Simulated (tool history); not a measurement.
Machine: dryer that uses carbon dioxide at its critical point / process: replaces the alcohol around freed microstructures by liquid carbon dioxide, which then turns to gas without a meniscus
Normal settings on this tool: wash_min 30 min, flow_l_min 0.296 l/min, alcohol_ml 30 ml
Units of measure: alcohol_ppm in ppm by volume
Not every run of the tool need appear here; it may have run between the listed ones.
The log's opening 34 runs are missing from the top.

run	hour	wash_min	flow_l_min	alcohol_ml	alcohol_ppm
35	1164.2	38	0.198	49	274
36	1205.9	37	0.367	30	173
37	1240.4	19	0.3	60	789
38	1278.6	19	0.3	60	818
39	1323.1	31	0.457	21	190
40	1367	30	0.491	43	187
41	1388.5	22	0.491	65	213
42	1416.5	22	0.491	65	211
# hour 1423.7: purifier's bed changed
43	1450.8	22	0.491	65	22
44	1485	30	0.258	83	212
45	1524.7	30	0.258	83	226
46	1553.2	30	0.258	28	92

3 ways to go on from here, each from the tool as it stands after run 46. What would each give?
A	1593.9	46	0.414	38	?
B	1593.9	21	0.246	52	?
C	1593.9	43	0.296	42	?

run	alcohol_ppm
A	44
B	991
C	44
Stripped of hidden state, with their random variation kept, the same runs would have yielded:
run	alcohol_ppm
A	12
B	713
C	12

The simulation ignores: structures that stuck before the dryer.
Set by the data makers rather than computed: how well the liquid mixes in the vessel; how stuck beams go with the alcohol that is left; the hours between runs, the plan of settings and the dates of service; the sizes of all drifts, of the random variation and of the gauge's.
